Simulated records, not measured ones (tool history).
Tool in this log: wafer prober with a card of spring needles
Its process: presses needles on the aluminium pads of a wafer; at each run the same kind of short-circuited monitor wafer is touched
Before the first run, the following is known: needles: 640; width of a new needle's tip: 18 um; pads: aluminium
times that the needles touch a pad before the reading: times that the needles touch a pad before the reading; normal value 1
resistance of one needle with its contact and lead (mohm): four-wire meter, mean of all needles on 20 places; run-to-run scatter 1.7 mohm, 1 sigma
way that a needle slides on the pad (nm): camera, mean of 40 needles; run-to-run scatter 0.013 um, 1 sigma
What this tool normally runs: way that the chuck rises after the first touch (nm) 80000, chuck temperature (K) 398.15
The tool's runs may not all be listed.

run   hour  way that the chuck rises after the first touch (nm)  chuck temperature (K)  times that the needles touch a pad before the reading  resistance of one needle with its contact and lead (mohm)  way that a needle slides on the pad (nm)
  1    0.0                                                80000                 398.15                                                      1                                                        354                                     15730
  2   15.1                                                80000                 335.15                                                      1                                                        418                                     15720
      23.0  -- tips cleaned on abrasive film
  3   34.8                                                80000                 398.15                                                      1                                                        309                                     15730
  4   50.8                                                80000                 398.15                                                      1                                                        378                                     15720
      63.4  -- tips cleaned on abrasive film
  5   64.3                                                80000                 385.15                                                      1                                                        207                                     15700
  6   85.8                                                80000                 385.15                                                      1                                                        365                                     15690
  7  102.4                                                62000                 385.15                                                      1                                                        561                                     12120
     104.0  -- tips cleaned on abrasive film
  8  123.6                                                64000                 398.15                                                      1                                                        456                                     12500
  9  134.1                                                80000                 398.15                                                      1                                                        393                                     15650
     145.2  -- tips cleaned on abrasive film
 10  150.1                                                80000                 398.15                                                      1                                                        257                                     15650
 11  163.9                                                80000                 398.15                                                      1                                                        347                                     15660
 12  178.9                                                80000                 398.15                                                      1                                                        401                                     15660
     186.5  -- tips cleaned on abrasive film
 13  200.2                                                80000                 398.15                                                      1                                                        320                                     15630
 14  219.7                                                80000                 398.15                                                      1                                                        398                                     15640
     227.7  -- tips cleaned on abrasive film
 15  237.5                                                80000                 398.15                                                      1                                                        297                                     15620
 16  247.3                                                80000                 398.15                                                      1                                                        353                                     15630
     255.3  -- height of the first contact set anew
 17  264.7                                                80000                 358.15                                                      1                                                        408                                     15840
     268.8  -- tips cleaned on abrasive film
 18  279.0                                                72000                 304.15                                                      1                                                        328                                     14230
 19  295.0                                                72000                 304.15                                                      1                                                        440                                     14210
 20  305.6                                                80000                 316.15                                                      1                                                        416                                     15810

Predict the results of run 21:
     310.5  -- tips cleaned on abrasive film
 21  317.2                                                80000                 299.15                                                      1                                                          ?                                         ?

resistance of one needle with its contact and lead (mohm): 253
way that a needle slides on the pad (nm): 15770
If the tool had no hidden condition, the same run with the same run-to-run variation would have returned resistance of one needle with its contact and lead (mohm) 154, way that a needle slides on the pad (nm) 15810.
